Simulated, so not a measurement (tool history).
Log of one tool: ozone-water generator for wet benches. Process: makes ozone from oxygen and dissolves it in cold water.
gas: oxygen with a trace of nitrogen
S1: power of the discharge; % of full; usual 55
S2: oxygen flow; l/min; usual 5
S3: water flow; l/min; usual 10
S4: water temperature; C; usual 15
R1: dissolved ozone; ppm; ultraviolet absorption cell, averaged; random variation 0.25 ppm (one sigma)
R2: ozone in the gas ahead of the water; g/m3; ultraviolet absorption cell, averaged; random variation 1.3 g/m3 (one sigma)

run 1 day=0 | S1=55 S2=5 S3=10 S4=15 | R1=36.1 R2=238.5
run 2 day=2.342 | S1=55 S2=5 S3=10 S4=15 | R1=35.8 R2=235.2
run 3 day=3.842 | S1=55 S2=5 S3=10 S4=15 | R1=36.2 R2=236.9
run 4 day=5.675 | S1=55 S2=5 S3=10 S4=15 | R1=36.1 R2=234.3
run 5 day=7.583 | S1=55 S2=8.47 S3=10 S4=15 | R1=32.8 R2=179.9
-- day=7.808 water thermometer calibrated
run 6 day=9.917 | S1=55 S2=8.47 S3=10 S4=11 | R1=36.3 R2=179.3
run 7 day=11.562 | S1=55 S2=4.54 S3=15 S4=10 | R1=29.9 R2=250
run 8 day=13.908 | S1=55 S2=4.54 S3=15 S4=10 | R1=29.6 R2=248.6
run 9 day=15.25 | S1=87 S2=5.26 S3=14 S4=10 | R1=41.1 R2=302.1
run 10 day=17.283 | S1=87 S2=3.24 S3=14 S4=14 | R1=37.7 R2=385

Forecast each of these 4 alternatives for the next run:
run A day=18.95 | S1=87 S2=5.66 S3=14 S4=14 | R1=? R2=?
run B day=18.95 | S1=80 S2=3.24 S3=14 S4=18 | R1=? R2=?
run C day=18.95 | S1=87 S2=3.24 S3=14 S4=7 | R1=? R2=?
run D day=18.95 | S1=77 S2=3.24 S3=14 S4=14 | R1=? R2=?

run=A R1=38.3 R2=290.7
run=B R1=33.9 R2=367.8
run=C R1=41 R2=384.7
run=D R1=35.6 R2=361
Without the tool's hidden state the same runs would have given:
run=A R1=40.8 R2=298.1
run=B R1=36.1 R2=376.7
run=C R1=43.6 R2=394.4
run=D R1=37.8 R2=369.5

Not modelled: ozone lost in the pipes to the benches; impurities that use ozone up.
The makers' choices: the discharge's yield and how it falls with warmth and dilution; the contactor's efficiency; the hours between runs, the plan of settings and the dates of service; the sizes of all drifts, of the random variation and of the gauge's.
